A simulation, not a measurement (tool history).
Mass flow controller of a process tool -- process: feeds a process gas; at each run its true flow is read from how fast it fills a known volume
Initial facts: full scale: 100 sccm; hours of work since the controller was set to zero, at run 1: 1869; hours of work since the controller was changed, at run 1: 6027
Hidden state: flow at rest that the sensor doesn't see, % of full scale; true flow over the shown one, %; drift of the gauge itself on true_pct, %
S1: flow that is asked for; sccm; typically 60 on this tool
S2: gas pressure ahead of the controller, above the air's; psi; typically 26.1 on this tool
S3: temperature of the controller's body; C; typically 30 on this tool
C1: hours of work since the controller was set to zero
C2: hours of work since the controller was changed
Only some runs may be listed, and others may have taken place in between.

Run 1, day 0.000: usual settings; C1 1869; C2 6027. Result: true flow (%) 98.86.
Run 2, day 14.654: usual settings; C1 2076; C2 6234. Result: true flow (%) 98.85.
Run 3, day 22.708: usual settings but S2 36.8 psi; C1 2190; C2 6348. Result: true flow (%) 98.34.
Run 4, day 31.362: usual settings; C1 2312; C2 6470. Result: true flow (%) 98.90.
Run 5, day 40.038: usual settings; C1 2435; C2 6593. Result: true flow (%) 98.95.
Run 6, day 46.217: usual settings; C1 2522; C2 6680. Result: true flow (%) 98.86.
Run 7, day 59.167: usual settings but S3 23 C; C1 2705; C2 6863. Result: true flow (%) 99.26.
Run 8, day 70.704: usual settings but S3 36 C; C1 2868; C2 7026. Result: true flow (%) 98.56.
Run 9, day 80.288: usual settings but S3 36 C; C1 3004; C2 7162. Result: true flow (%) 98.45.
Run 10, day 88.958: usual settings but S3 36 C; C1 3126; C2 7284. Result: true flow (%) 98.59.
Run 11, day 98.354: usual settings but S1 11 sccm; C1 3259; C2 7417. Result: true flow (%) 97.82.
Run 12, day 109.604: usual settings but S2 21.9 psi; C1 3418; C2 7576. Result: true flow (%) 99.06.
Run 13, day 120.350: usual settings but S2 20.6 psi; C1 3570; C2 7728. Result: true flow (%) 99.14.
Run 14, day 133.208: usual settings but S2 20.6 psi; C1 3752; C2 7910. Result: true flow (%) 99.18.
Run 15, day 145.075: usual settings but S2 21.6 psi; C1 3919; C2 8077. Result: true flow (%) 99.17.
At day 153.450: controller's zero set anew.
Run 16, day 157.767: usual settings but S2 21.6 psi; C1 61; C2 8257. Result: true flow (%) 99.20.
Run 17, day 170.304: usual settings but S2 21.6 psi; C1 238; C2 8434. Result: true flow (%) 99.17.
Run 18, day 181.738: usual settings but S2 21.6 psi; C1 400; C2 8595. Result: true flow (%) 99.19.
Run 19, day 191.192: usual settings but S2 21.6 psi; C1 533; C2 8729. Result: true flow (%) 99.16.
Run 20, day 202.538: usual settings but S3 27 C; C1 694; C2 8889. Result: true flow (%) 99.14.
Run 21, day 210.008: usual settings but S3 27 C; C1 799; C2 8995. Result: true flow (%) 99.15.
Run 22, day 221.758: usual settings but S3 27 C; C1 965; C2 9161. Result: true flow (%) 99.24.
Run 23, day 231.962: usual settings but S1 42 sccm; C1 1110; C2 9305. Result: true flow (%) 98.35.
Run 24, day 240.192: usual settings but S1 42 sccm; C1 1226; C2 9421. Result: true flow (%) 98.40.
Run 25, day 246.642: usual settings but S1 42 sccm; C1 1317; C2 9513. Result: true flow (%) 98.46.
Run 26, day 261.329: usual settings but S2 36.1 psi, S3 27 C; C1 1525; C2 9720. Result: true flow (%) 98.49.
Run 27, day 268.433: usual settings but S2 36.1 psi, S3 27 C; C1 1625; C2 9821. Result: true flow (%) 98.52.
Run 28, day 276.933: usual settings but S1 87 sccm, S2 35.4 psi; C1 1745; C2 9941. Result: true flow (%) 99.09.
Run 29, day 282.921: usual settings but S1 93 sccm, S2 35.4 psi, S3 25 C; C1 1830; C2 10025. Result: true flow (%) 99.55.
Run 30, day 291.558: usual settings but S2 32.1 psi, S3 25 C; C1 1952; C2 10147. Result: true flow (%) 99.03.
Run 31, day 299.375: usual settings but S1 13 sccm; C1 2062; C2 10258. Result: true flow (%) 97.78.
Run 32, day 308.033: usual settings but S2 25.5 psi, S3 24 C; C1 2185; C2 10380. Result: true flow (%) 99.34.
Run 33, day 314.529: usual settings but S1 15 sccm, S3 21 C; C1 2276; C2 10472. Result: true flow (%) 98.53.
Run 34, day 324.921: usual settings but S1 15 sccm, S3 21 C; C1 2423; C2 10619. Result: true flow (%) 98.44.
At day 328.204: controller exchanged for a calibrated one.
Run 35, day 337.396: usual settings but S1 59 sccm, S2 22.3 psi, S3 33 C; C1 130; C2 130. Result: true flow (%) 98.89.
Run 36, day 345.808: usual settings but S1 59 sccm, S2 22.3 psi, S3 33 C; C1 249; C2 249. Result: true flow (%) 98.86.
Run 37, day 354.596: usual settings but S1 13 sccm, S3 22 C; C1 373; C2 373. Result: true flow (%) 98.41.
Run 38, day 366.038: usual settings but S1 91 sccm, S2 35.1 psi; C1 535; C2 535. Result: true flow (%) 99.15.
Run 39, day 378.962: usual settings but S2 28.6 psi, S3 23 C; C1 717; C2 717. Result: true flow (%) 99.12.
Run 40, day 392.696: usual settings but S1 22 sccm, S2 23.5 psi, S3 31 C; C1 911; C2 911. Result: true flow (%) 98.09.
Run 41, day 404.817: usual settings but S1 22 sccm, S2 23.5 psi, S3 31 C; C1 1083; C2 1083. Result: true flow (%) 98.13.
Run 42, day 418.025: usual settings but S1 12 sccm, S2 31.6 psi, S3 26 C; C1 1269; C2 1269. Result: true flow (%) 97.82.
Run 43, day 426.962: usual settings but S1 12 sccm, S2 31.6 psi, S3 26 C; C1 1396; C2 1396. Result: true flow (%) 97.64.
Run 44, day 433.746: usual settings but S1 98 sccm, S2 30.6 psi, S3 25 C; C1 1492; C2 1492. Result: true flow (%) 99.90.
Run 45, day 442.612: usual settings but S1 16 sccm, S2 32.8 psi, S3 34 C; C1 1617; C2 1617. Result: true flow (%) 97.30.
Run 46, day 452.300: usual settings but S1 55 sccm, S2 22.8 psi, S3 34 C; C1 1754; C2 1754. Result: true flow (%) 98.59.
Run 47, day 458.721: usual settings but S2 24.4 psi, S3 25 C; C1 1845; C2 1845. Result: true flow (%) 99.36.
Run 48, day 470.871: usual settings but S1 27 sccm, S2 24.4 psi, S3 24 C; C1 2016; C2 2016. Result: true flow (%) 98.64.

Alternative continuations, all from the tool just after run 48; predict every row:
Run A, day 482.833: usual settings but S1 37 sccm, S3 31 C; C1 2185; C2 2185. Result: true flow (%) ?.
Run B, day 482.833: usual settings but S1 35 sccm, S2 28.4 psi, S3 21 C; C1 2185; C2 2185. Result: true flow (%) ?.
Run C, day 482.833: usual settings but S1 40 sccm; C1 2185; C2 2185. Result: true flow (%) ?.
Run D, day 482.833: usual settings but S1 19 sccm, S2 38.3 psi, S3 26 C; C1 2185; C2 2185. Result: true flow (%) ?.

run  true flow (%)
  A          98.17
  B          98.72
  C          98.24
  D          97.70
What these runs would have given with no unlogged condition in the tool:
run  true flow (%)
  A          98.17
  B          98.73
  C          98.25
  D          97.71

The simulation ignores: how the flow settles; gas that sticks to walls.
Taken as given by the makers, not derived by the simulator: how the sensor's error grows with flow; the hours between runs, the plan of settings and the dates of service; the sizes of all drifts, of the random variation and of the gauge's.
